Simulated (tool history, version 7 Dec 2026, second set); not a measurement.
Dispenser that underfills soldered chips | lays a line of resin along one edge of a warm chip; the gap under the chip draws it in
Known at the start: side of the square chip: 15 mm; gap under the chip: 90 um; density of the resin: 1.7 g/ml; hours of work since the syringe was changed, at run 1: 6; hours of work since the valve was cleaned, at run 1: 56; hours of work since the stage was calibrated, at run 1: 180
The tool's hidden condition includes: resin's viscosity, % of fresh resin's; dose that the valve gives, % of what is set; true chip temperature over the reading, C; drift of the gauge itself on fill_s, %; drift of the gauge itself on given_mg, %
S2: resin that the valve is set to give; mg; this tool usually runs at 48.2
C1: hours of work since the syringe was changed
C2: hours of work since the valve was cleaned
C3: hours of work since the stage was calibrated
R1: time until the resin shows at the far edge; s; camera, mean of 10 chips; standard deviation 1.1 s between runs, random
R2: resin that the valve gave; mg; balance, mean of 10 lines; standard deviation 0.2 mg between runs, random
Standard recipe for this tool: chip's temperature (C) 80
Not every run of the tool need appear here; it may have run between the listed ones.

run 1 hour=0.0 | chip's_temperature_(C)=80 S2=48.2 | C1=6 C2=56 C3=180 | R1=140.6 R2=46.31
-- hour=4.1 new syringe of resin
run 2 hour=10.0 | chip's_temperature_(C)=80 S2=48.2 | C1=4 C2=62 C3=186 | R1=126.9 R2=45.36
run 3 hour=14.2 | chip's_temperature_(C)=80 S2=48.2 | C1=6 C2=65 C3=189 | R1=137.7 R2=45.98
-- hour=17.3 new syringe of resin
run 4 hour=19.6 | chip's_temperature_(C)=80 S2=55.0 | C1=1 C2=68 C3=192 | R1=115.0 R2=51.69
run 5 hour=24.5 | chip's_temperature_(C)=80 S2=48.2 | C1=4 C2=71 C3=195 | R1=131.3 R2=45.46
-- hour=31.0 new syringe of resin
run 6 hour=31.0 | chip's_temperature_(C)=89 S2=48.2 | C1=0 C2=75 C3=199 | R1=77.0 R2=45.75
run 7 hour=38.1 | chip's_temperature_(C)=89 S2=48.2 | C1=4 C2=79 C3=203 | R1=88.0 R2=45.51
-- hour=44.5 new syringe of resin
run 8 hour=44.7 | chip's_temperature_(C)=89 S2=48.2 | C1=0 C2=83 C3=207 | R1=77.9 R2=45.19
run 9 hour=53.9 | chip's_temperature_(C)=80 S2=48.2 | C1=6 C2=89 C3=213 | R1=136.3 R2=44.81
-- hour=57.7 new syringe of resin
-- hour=61.4 dispensing valve cleaned and set on the balance
run 10 hour=61.9 | chip's_temperature_(C)=80 S2=48.2 | C1=2 C2=0 C3=217 | R1=117.4 R2=48.03
run 11 hour=66.8 | chip's_temperature_(C)=80 S2=48.2 | C1=5 C2=3 C3=220 | R1=129.6 R2=48.28
-- hour=72.3 new syringe of resin
run 12 hour=73.1 | chip's_temperature_(C)=80 S2=48.2 | C1=0 C2=7 C3=224 | R1=113.3 R2=47.74
run 13 hour=82.3 | chip's_temperature_(C)=80 S2=48.2 | C1=6 C2=13 C3=229 | R1=141.2 R2=47.95
-- hour=85.8 new syringe of resin
run 14 hour=88.9 | chip's_temperature_(C)=72 S2=42.9 | C1=2 C2=17 C3=233 | R1=178.9 R2=42.37
-- hour=99.4 new syringe of resin
run 15 hour=99.4 | chip's_temperature_(C)=75 S2=47.0 | C1=0 C2=23 C3=239 | R1=140.0 R2=45.90
run 16 hour=106.5 | chip's_temperature_(C)=69 S2=61.2 | C1=4 C2=27 C3=244 | R1=209.4 R2=59.74
-- hour=112.9 new syringe of resin
run 17 hour=114.1 | chip's_temperature_(C)=75 S2=62.1 | C1=1 C2=32 C3=248 | R1=136.7 R2=60.45
run 18 hour=120.8 | chip's_temperature_(C)=75 S2=62.1 | C1=5 C2=36 C3=252 | R1=158.8 R2=60.31
-- hour=126.2 new syringe of resin
run 19 hour=127.7 | chip's_temperature_(C)=75 S2=57.6 | C1=1 C2=40 C3=257 | R1=140.3 R2=55.61
run 20 hour=132.2 | chip's_temperature_(C)=85 S2=45.7 | C1=4 C2=43 C3=259 | R1=103.2 R2=44.25
-- hour=139.6 new syringe of resin
run 21 hour=141.5 | chip's_temperature_(C)=80 S2=41.8 | C1=1 C2=48 C3=265 | R1=121.8 R2=40.44
run 22 hour=148.7 | chip's_temperature_(C)=91 S2=62.1 | C1=6 C2=53 C3=269 | R1=83.1 R2=59.55
-- hour=153.3 new syringe of resin
run 23 hour=157.9 | chip's_temperature_(C)=91 S2=62.1 | C1=3 C2=58 C3=275 | R1=74.9 R2=59.57
run 24 hour=163.4 | chip's_temperature_(C)=87 S2=44.0 | C1=6 C2=62 C3=278 | R1=105.2 R2=41.83
-- hour=166.6 new syringe of resin
run 25 hour=171.3 | chip's_temperature_(C)=67 S2=49.5 | C1=3 C2=66 C3=283 | R1=224.3 R2=46.77

Predict each of these 5 candidate next runs independently; none follows another, all start after run 25:
run A hour=176.4 | chip's_temperature_(C)=72 S2=53.4 | C1=6 C2=70 C3=286 | R1=? R2=?
run B hour=176.4 | chip's_temperature_(C)=79 S2=50.4 | C1=6 C2=70 C3=286 | R1=? R2=?
run C hour=176.4 | chip's_temperature_(C)=71 S2=49.5 | C1=6 C2=70 C3=286 | R1=? R2=?
run D hour=176.4 | chip's_temperature_(C)=84 S2=59.2 | C1=6 C2=70 C3=286 | R1=? R2=?
run E hour=176.4 | chip's_temperature_(C)=87 S2=43.3 | C1=6 C2=70 C3=286 | R1=? R2=?

run=A R1=196.9 R2=50.15
run=B R1=145.3 R2=47.58
run=C R1=209.0 R2=46.97
run=D R1=113.8 R2=56.03
run=E R1=108.5 R2=40.91
With the hidden condition removed and each run's random variation left untouched, the same runs would have given:
run=A R1=150.5 R2=53.02
run=B R1=110.8 R2=50.30
run=C R1=159.0 R2=49.65
run=D R1=87.4 R2=59.23
run=E R1=82.2 R2=43.24
